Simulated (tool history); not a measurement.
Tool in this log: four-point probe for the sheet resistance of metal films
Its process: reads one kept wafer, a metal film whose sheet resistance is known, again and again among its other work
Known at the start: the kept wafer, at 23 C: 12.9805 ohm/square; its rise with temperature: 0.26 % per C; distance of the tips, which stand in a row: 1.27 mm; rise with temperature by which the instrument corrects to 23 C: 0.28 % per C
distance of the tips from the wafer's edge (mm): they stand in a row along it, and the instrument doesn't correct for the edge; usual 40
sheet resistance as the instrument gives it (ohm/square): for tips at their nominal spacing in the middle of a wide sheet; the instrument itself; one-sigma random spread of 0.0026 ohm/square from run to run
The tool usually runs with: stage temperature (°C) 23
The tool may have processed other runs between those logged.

run,hour,stage temperature (°C),distance of the tips from the wafer's edge (mm),sheet resistance as the instrument gives it (ohm/square)
1,0,23,40,12.921041
2,33.3,23,40,12.920832
3,50.2,23,40,12.921252
4,83.7,23,62,12.911633
5,104,23,40,12.916696
6,122.1,23,40,12.917258
7,139.9,23,40,12.914442
8,161.9,23,40,12.916463
9,185,23,40,12.918152
10,209.9,23,40,12.916421
11,239.7,23,40,12.917478
12,256.7,23,40,12.917938
13,274.4,23,40,12.918632
14,311,23,40,12.914501
15,341.9,23,40,12.916854
16,371.1,20,20,12.943241
17,408.4,33,44,12.890871
18,441.7,33,44,12.885855
19,472.5,20,49,12.91752
20,510.1,20,49,12.91719
21,540.5,23,26,12.921166
22,571.5,23,6,13.206872
23,610.1,23,6,13.203389
24,638.9,21,11,12.998885
25,678.7,21,11,12.997277
26,702.8,26,32,12.900229
27,720.1,32,40,12.885836
28,751.2,21,40,12.909178
29,781.9,21,40,12.908178
30,804.5,21,40,12.906671

Forecast each of these 5 alternatives for the next run:
A,843.8,24,23,?
B,843.8,26,40,?
C,843.8,33,5,?
D,843.8,28,5,?
E,843.8,35,40,?

run,sheet resistance as the instrument gives it (ohm/square)
A,12.914917
B,12.895841
C,13.306598
D,13.317193
E,12.873974
The same runs, with their run-to-run variation unchanged, on a tool lacking any hidden condition would have given:
run,sheet resistance as the instrument gives it (ohm/square)
A,13.000077
B,12.980903
C,13.3942
D,13.404814
E,12.958982
